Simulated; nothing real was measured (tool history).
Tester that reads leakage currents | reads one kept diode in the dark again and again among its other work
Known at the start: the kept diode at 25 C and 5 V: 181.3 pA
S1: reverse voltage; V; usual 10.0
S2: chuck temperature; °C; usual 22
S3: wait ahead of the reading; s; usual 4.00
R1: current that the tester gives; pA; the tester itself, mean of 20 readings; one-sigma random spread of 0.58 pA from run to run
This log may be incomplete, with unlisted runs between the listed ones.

| run | hour | S1 | S2 | S3 | R1 |
|---|---|---|---|---|---|
| 1 | 0.0 | 10.0 | 22 | 4.00 | 174.92 |
| 2 | 83.9 | 10.0 | 22 | 4.00 | 173.45 |
| 3 | 199.9 | 10.0 | 22 | 4.00 | 171.27 |
| 4 | 381.5 | 10.0 | 22 | 4.00 | 168.03 |
| 5 | 466.0 | 3.3 | 22 | 4.00 | 93.46 |
| 6 | 552.5 | 1.1 | 22 | 4.00 | 52.93 |
| 7 | 668.3 | 19.9 | 22 | 4.00 | 235.26 |
|  | 761.7 | chuck's temperature calibrated |
| 8 | 789.1 | 10.0 | 22 | 0.36 | 204.55 |
| 9 | 909.2 | 10.0 | 22 | 0.36 | 201.83 |
| 10 | 1014.5 | 10.0 | 22 | 0.36 | 199.74 |
| 11 | 1127.7 | 10.0 | 22 | 0.36 | 196.98 |
| 12 | 1251.6 | 10.0 | 22 | 4.00 | 187.75 |
| 13 | 1433.8 | 10.0 | 22 | 4.00 | 184.92 |
| 14 | 1528.6 | 4.1 | 22 | 4.00 | 114.56 |
| 15 | 1708.0 | 4.1 | 43 | 4.00 | 735.50 |
| 16 | 1873.1 | 10.0 | 22 | 4.00 | 176.19 |
| 17 | 2029.1 | 10.0 | 22 | 4.00 | 172.57 |
| 18 | 2161.1 | 10.0 | 22 | 4.00 | 170.90 |
|  | 2203.3 | chuck's temperature calibrated |
| 19 | 2302.9 | 10.0 | 56 | 4.00 | 3643.48 |
| 20 | 2451.5 | 10.0 | 25 | 3.30 | 258.14 |
| 21 | 2563.1 | 1.6 | 25 | 7.61 | 98.67 |
| 22 | 2746.5 | 5.2 | 37 | 4.00 | 514.84 |
| 23 | 2917.8 | 1.7 | 54 | 1.92 | 1188.61 |
|  | 2933.8 | probe card cleaned and baked |
| 24 | 3065.6 | 1.7 | 54 | 1.92 | 1164.57 |
| 25 | 3207.8 | 1.3 | 48 | 4.00 | 612.09 |
| 26 | 3340.6 | 3.1 | 22 | 7.49 | 88.12 |
| 27 | 3442.5 | 7.9 | 22 | 5.03 | 140.51 |
|  | 3483.6 | tester calibrated |
| 28 | 3531.4 | 7.9 | 22 | 8.33 | 141.74 |
|  | 3644.4 | chuck's temperature calibrated |
| 29 | 3716.4 | 1.0 | 27 | 0.34 | 99.63 |
| 30 | 3832.8 | 2.3 | 29 | 2.48 | 179.29 |
| 31 | 3939.6 | 2.3 | 29 | 2.48 | 176.30 |
| 32 | 4101.3 | 4.5 | 53 | 4.36 | 1900.78 |
| 33 | 4236.9 | 4.5 | 53 | 4.36 | 1862.47 |
| 34 | 4338.4 | 4.5 | 53 | 4.36 | 1838.42 |
| 35 | 4505.1 | 6.3 | 31 | 5.95 | 322.17 |
| 36 | 4627.4 | 3.7 | 22 | 1.26 | 105.57 |
| 37 | 4811.6 | 3.7 | 22 | 1.26 | 103.99 |
| 38 | 4988.3 | 3.7 | 22 | 1.26 | 100.95 |

Here are 4 independent what-if runs from the current tool condition. What would each one return?
|  | 5085.0 | chuck's temperature calibrated |
| A | 5122.8 | 7.9 | 26 | 4.13 | ? |
|  | 5085.0 | chuck's temperature calibrated |
| B | 5122.8 | 7.9 | 32 | 3.82 | ? |
|  | 5085.0 | chuck's temperature calibrated |
| C | 5122.8 | 1.1 | 60 | 1.66 | ? |
|  | 5085.0 | chuck's temperature calibrated |
| D | 5122.8 | 4.9 | 35 | 0.79 | ? |

| run | R1 |
|---|---|
| A | 258.35 |
| B | 442.99 |
| C | 1690.07 |
| D | 455.58 |
With no hidden state in the tool, these same runs would have given:
| run | R1 |
|---|---|
| A | 250.99 |
| B | 437.19 |
| C | 1701.71 |
| D | 453.48 |

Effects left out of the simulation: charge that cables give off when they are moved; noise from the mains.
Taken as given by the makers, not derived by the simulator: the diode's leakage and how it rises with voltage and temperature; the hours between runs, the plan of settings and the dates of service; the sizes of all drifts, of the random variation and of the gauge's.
